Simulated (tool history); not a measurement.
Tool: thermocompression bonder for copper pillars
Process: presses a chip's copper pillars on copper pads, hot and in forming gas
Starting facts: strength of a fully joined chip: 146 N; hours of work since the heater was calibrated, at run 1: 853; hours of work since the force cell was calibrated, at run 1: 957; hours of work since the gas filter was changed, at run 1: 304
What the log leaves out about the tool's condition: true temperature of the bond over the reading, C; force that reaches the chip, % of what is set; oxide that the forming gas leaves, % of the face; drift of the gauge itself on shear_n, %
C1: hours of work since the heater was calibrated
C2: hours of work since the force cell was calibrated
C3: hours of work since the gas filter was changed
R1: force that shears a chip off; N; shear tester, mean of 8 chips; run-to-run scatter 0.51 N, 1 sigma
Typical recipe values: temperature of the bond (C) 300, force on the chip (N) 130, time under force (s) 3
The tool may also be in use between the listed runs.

Run 1, hour 0: usual settings; C1 853; C2 957; C3 304. Result: R1 89.7 N.
Run 2, hour 38: usual settings but force on the chip (N) 111; C1 877; C2 981; C3 327. Result: R1 81.1 N.
Run 3, hour 72: usual settings but force on the chip (N) 111; C1 898; C2 1002; C3 349. Result: R1 80 N.
Run 4, hour 97: usual settings but force on the chip (N) 111; C1 914; C2 1018; C3 365. Result: R1 80.8 N.
Run 5, hour 136.5: usual settings but force on the chip (N) 123; C1 939; C2 1043; C3 389. Result: R1 86.1 N.
Run 6, hour 154.2: usual settings but force on the chip (N) 123; C1 950; C2 1054; C3 401. Result: R1 86.3 N.
Run 7, hour 178.6: usual settings but force on the chip (N) 123; C1 966; C2 1070; C3 416. Result: R1 86.6 N.
At hour 196.3: forming gas filter changed.
Run 8, hour 209.1: usual settings but force on the chip (N) 123; C1 984; C2 1088; C3 8. Result: R1 89.5 N.
Run 9, hour 225.6: usual settings but force on the chip (N) 123; C1 995; C2 1099; C3 18. Result: R1 88.1 N.
Run 10, hour 243.9: usual settings but force on the chip (N) 123; C1 1006; C2 1110; C3 30. Result: R1 88.4 N.
At hour 279: force cell calibrated.
Run 11, hour 283.5: usual settings but force on the chip (N) 123; C1 1030; C2 3; C3 54. Result: R1 90.8 N.
Run 12, hour 300.5: usual settings but force on the chip (N) 82; C1 1041; C2 14; C3 65. Result: R1 67.7 N.
Run 13, hour 330.9: usual settings but temperature of the bond (C) 324, force on the chip (N) 82; C1 1060; C2 33; C3 84. Result: R1 89.4 N.
Run 14, hour 359.7: usual settings but temperature of the bond (C) 324, force on the chip (N) 82; C1 1078; C2 51; C3 102. Result: R1 88.9 N.
Run 15, hour 392.8: usual settings but temperature of the bond (C) 324, force on the chip (N) 82; C1 1099; C2 72; C3 123. Result: R1 88.7 N.
Run 16, hour 428.7: usual settings but temperature of the bond (C) 325; C1 1122; C2 94; C3 145. Result: R1 114.8 N.
Run 17, hour 461.3: usual settings but temperature of the bond (C) 288; C1 1142; C2 115; C3 166. Result: R1 83.1 N.
Run 18, hour 479.9: usual settings but force on the chip (N) 87; C1 1154; C2 126; C3 177. Result: R1 71.6 N.
Run 19, hour 505.7: usual settings but force on the chip (N) 166; C1 1170; C2 143; C3 194. Result: R1 108.7 N.
Run 20, hour 538.2: usual settings but force on the chip (N) 94, time under force (s) 2; C1 1191; C2 163; C3 214. Result: R1 64.9 N.
Run 21, hour 558.5: usual settings but temperature of the bond (C) 317, force on the chip (N) 117; C1 1203; C2 176; C3 227. Result: R1 102.4 N.
Run 22, hour 586.4: usual settings but time under force (s) 6; C1 1221; C2 193; C3 245. Result: R1 111.9 N.
Run 23, hour 621.7: usual settings but force on the chip (N) 117, time under force (s) 7; C1 1243; C2 216; C3 267. Result: R1 109.7 N.
At hour 632: heater calibrated with a thermocouple chip.
Run 24, hour 653.9: usual settings but force on the chip (N) 117, time under force (s) 7; C1 14; C2 235; C3 286. Result: R1 101.7 N.
Run 25, hour 672.5: usual settings but temperature of the bond (C) 279, force on the chip (N) 113, time under force (s) 7; C1 25; C2 246; C3 297. Result: R1 80.4 N.
Run 26, hour 704: usual settings but temperature of the bond (C) 301, force on the chip (N) 121, time under force (s) 2; C1 45; C2 266; C3 317. Result: R1 71.1 N.
Run 27, hour 723.4: usual settings but temperature of the bond (C) 276, force on the chip (N) 179; C1 58; C2 278; C3 329. Result: R1 81.1 N.
Run 28, hour 743.7: usual settings but temperature of the bond (C) 311, force on the chip (N) 89; C1 70; C2 291; C3 342. Result: R1 74 N.
Run 29, hour 776.6: usual settings but temperature of the bond (C) 311, force on the chip (N) 89; C1 91; C2 312; C3 363. Result: R1 74.6 N.
Run 30, hour 806.4: usual settings but temperature of the bond (C) 293, force on the chip (N) 183, time under force (s) 5; C1 110; C2 331; C3 382. Result: R1 110.8 N.
Run 31, hour 838.5: usual settings but force on the chip (N) 91; C1 130; C2 351; C3 402. Result: R1 65.8 N.
Run 32, hour 856.3: usual settings but force on the chip (N) 106, time under force (s) 4; C1 141; C2 362; C3 413. Result: R1 81.1 N.

Below are 4 alternative next runs, each starting from the tool's condition after run 32. Predict each:
At hour 877.7: forming gas filter changed.
Run A, hour 892.4: usual settings but temperature of the bond (C) 299, force on the chip (N) 180; C1 164; C2 384; C3 9. Result: R1 ?.
At hour 877.7: forming gas filter changed.
Run B, hour 892.4: usual settings but temperature of the bond (C) 297, force on the chip (N) 176; C1 164; C2 384; C3 9. Result: R1 ?.
At hour 877.7: forming gas filter changed.
Run C, hour 892.4: usual settings but temperature of the bond (C) 315, force on the chip (N) 125, time under force (s) 6; C1 164; C2 384; C3 9. Result: R1 ?.
At hour 877.7: forming gas filter changed.
Run D, hour 892.4: usual settings but temperature of the bond (C) 285, force on the chip (N) 134, time under force (s) 2; C1 164; C2 384; C3 9. Result: R1 ?.

run     R1
  A  105.6
  B  103.1
  C  115.4
  D   65.3
Stripped of hidden state, with their random variation kept, the same runs would have yielded:
run     R1
  A  106.2
  B  103.6
  C  115.9
  D   65.8
